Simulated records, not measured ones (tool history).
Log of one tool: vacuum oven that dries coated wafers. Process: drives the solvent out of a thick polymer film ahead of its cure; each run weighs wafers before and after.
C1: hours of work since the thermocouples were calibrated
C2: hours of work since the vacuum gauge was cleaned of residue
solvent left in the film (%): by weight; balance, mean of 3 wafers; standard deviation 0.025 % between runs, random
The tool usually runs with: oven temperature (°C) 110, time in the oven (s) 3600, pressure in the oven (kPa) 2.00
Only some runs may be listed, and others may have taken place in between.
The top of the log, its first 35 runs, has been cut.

run 36 hour=1221.4 | oven_temperature_(°C)=110 time_in_the_oven_(s)=2940 pressure_in_the_oven_(kPa)=1.51 | C1=307 C2=1940 | solvent_left_in_the_film_(%)=2.75
run 37 hour=1248.4 | oven_temperature_(°C)=110 time_in_the_oven_(s)=1920 pressure_in_the_oven_(kPa)=1.35 | C1=325 C2=1958 | solvent_left_in_the_film_(%)=4.70
run 38 hour=1288.2 | oven_temperature_(°C)=122 time_in_the_oven_(s)=1920 pressure_in_the_oven_(kPa)=1.35 | C1=351 C2=1984 | solvent_left_in_the_film_(%)=2.64
run 39 hour=1328.1 | oven_temperature_(°C)=118 time_in_the_oven_(s)=2280 pressure_in_the_oven_(kPa)=4.20 | C1=378 C2=2011 | solvent_left_in_the_film_(%)=2.90
run 40 hour=1356.3 | oven_temperature_(°C)=118 time_in_the_oven_(s)=2280 pressure_in_the_oven_(kPa)=4.20 | C1=396 C2=2029 | solvent_left_in_the_film_(%)=2.91
run 41 hour=1390.5 | oven_temperature_(°C)=110 time_in_the_oven_(s)=3600 pressure_in_the_oven_(kPa)=5.14 | C1=419 C2=2052 | solvent_left_in_the_film_(%)=2.64
run 42 hour=1425.6 | oven_temperature_(°C)=110 time_in_the_oven_(s)=3600 pressure_in_the_oven_(kPa)=4.55 | C1=442 C2=2075 | solvent_left_in_the_film_(%)=2.56
run 43 hour=1453.6 | oven_temperature_(°C)=119 time_in_the_oven_(s)=3480 pressure_in_the_oven_(kPa)=2.07 | C1=461 C2=2093 | solvent_left_in_the_film_(%)=1.13
run 44 hour=1483.9 | oven_temperature_(°C)=121 time_in_the_oven_(s)=4020 pressure_in_the_oven_(kPa)=1.35 | C1=481 C2=2113 | solvent_left_in_the_film_(%)=0.69
run 45 hour=1521.2 | oven_temperature_(°C)=122 time_in_the_oven_(s)=4020 pressure_in_the_oven_(kPa)=3.52 | C1=505 C2=2138 | solvent_left_in_the_film_(%)=0.93
run 46 hour=1543.9 | oven_temperature_(°C)=108 time_in_the_oven_(s)=6420 pressure_in_the_oven_(kPa)=2.00 | C1=520 C2=2153 | solvent_left_in_the_film_(%)=0.95
run 47 hour=1586.0 | oven_temperature_(°C)=108 time_in_the_oven_(s)=6420 pressure_in_the_oven_(kPa)=2.00 | C1=548 C2=2181 | solvent_left_in_the_film_(%)=0.98

Here are 3 independent what-if runs from the current tool condition. What would each one return?
run A hour=1610.1 | oven_temperature_(°C)=116 time_in_the_oven_(s)=2160 pressure_in_the_oven_(kPa)=3.23 | C1=564 C2=2197 | solvent_left_in_the_film_(%)=?
run B hour=1610.1 | oven_temperature_(°C)=103 time_in_the_oven_(s)=3600 pressure_in_the_oven_(kPa)=6.12 | C1=564 C2=2197 | solvent_left_in_the_film_(%)=?
run C hour=1610.1 | oven_temperature_(°C)=108 time_in_the_oven_(s)=6300 pressure_in_the_oven_(kPa)=3.59 | C1=564 C2=2197 | solvent_left_in_the_film_(%)=?

run=A solvent_left_in_the_film_(%)=3.33
run=B solvent_left_in_the_film_(%)=4.07
run=C solvent_left_in_the_film_(%)=1.34
With the hidden condition removed and each run's random variation left untouched, the same runs would have given:
run=A solvent_left_in_the_film_(%)=3.36
run=B solvent_left_in_the_film_(%)=4.07
run=C solvent_left_in_the_film_(%)=1.24
